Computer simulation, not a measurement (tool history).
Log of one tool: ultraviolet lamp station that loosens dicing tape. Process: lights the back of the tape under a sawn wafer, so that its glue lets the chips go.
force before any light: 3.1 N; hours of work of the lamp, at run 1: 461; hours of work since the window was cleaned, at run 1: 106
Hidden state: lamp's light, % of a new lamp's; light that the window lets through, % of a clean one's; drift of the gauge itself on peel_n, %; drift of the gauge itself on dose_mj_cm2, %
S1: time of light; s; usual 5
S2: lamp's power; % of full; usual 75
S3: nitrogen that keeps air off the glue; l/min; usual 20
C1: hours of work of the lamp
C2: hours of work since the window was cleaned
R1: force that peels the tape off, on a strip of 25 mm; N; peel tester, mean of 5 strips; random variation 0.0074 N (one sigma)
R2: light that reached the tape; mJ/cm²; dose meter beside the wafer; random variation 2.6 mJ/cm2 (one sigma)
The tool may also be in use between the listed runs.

| run | hour | S1 | S2 | S3 | C1 | C2 | R1 | R2 |
|---|---|---|---|---|---|---|---|---|
| 1 | 0 | 5 | 75 | 20 | 461 | 106 | 0.4 | 276 |
| 2 | 46.5 | 5 | 75 | 20 | 486 | 131 | 0.422 | 263 |
| 3 | 86.1 | 5 | 75 | 20 | 507 | 151 | 0.414 | 266 |
| 4 | 124.5 | 5 | 75 | 20 | 527 | 172 | 0.455 | 257 |
| 5 | 158.5 | 5 | 75 | 20 | 545 | 190 | 0.468 | 253 |
| 6 | 218.6 | 5 | 88 | 20 | 577 | 222 | 0.363 | 291 |
| 7 | 258.8 | 5 | 88 | 20 | 598 | 243 | 0.397 | 275 |
|  | 268.3 | window cleaned of glue's vapour |
| 8 | 294.6 | 5 | 75 | 20 | 617 | 14 | 0.599 | 206 |
| 9 | 328.6 | 5 | 75 | 20 | 635 | 32 | 0.638 | 206 |
| 10 | 378.1 | 5 | 75 | 20 | 661 | 58 | 0.673 | 197 |
| 11 | 404.4 | 5 | 75 | 20 | 675 | 72 | 0.683 | 193 |
| 12 | 461.4 | 5 | 75 | 20 | 705 | 102 | 0.729 | 186 |
| 13 | 495.3 | 7 | 75 | 20 | 723 | 120 | 0.453 | 255 |
| 14 | 527.4 | 7 | 75 | 20 | 740 | 137 | 0.475 | 249 |
| 15 | 557 | 5 | 75 | 7 | 756 | 153 | 1.018 | 174 |
| 16 | 609.9 | 5 | 75 | 12 | 784 | 181 | 0.921 | 169 |
|  | 614.5 | window cleaned of glue's vapour, once more |
| 17 | 645.4 | 5 | 75 | 12 | 802 | 16 | 0.511 | 262 |
| 18 | 678.4 | 8 | 74 | 18 | 820 | 34 | 0.211 | 404 |
| 19 | 708.7 | 2 | 96 | 20 | 836 | 50 | 1.137 | 130 |

Forecast run 20:
| 20 | 770.1 | 5 | 91 | 8 | 869 | 82 | ? | ? |

Run 20 gave R1 0.474 N, R2 300 mJ/cm².
Without the tool's hidden state the same run would have given R1 0.263 N, R2 420 mJ/cm².
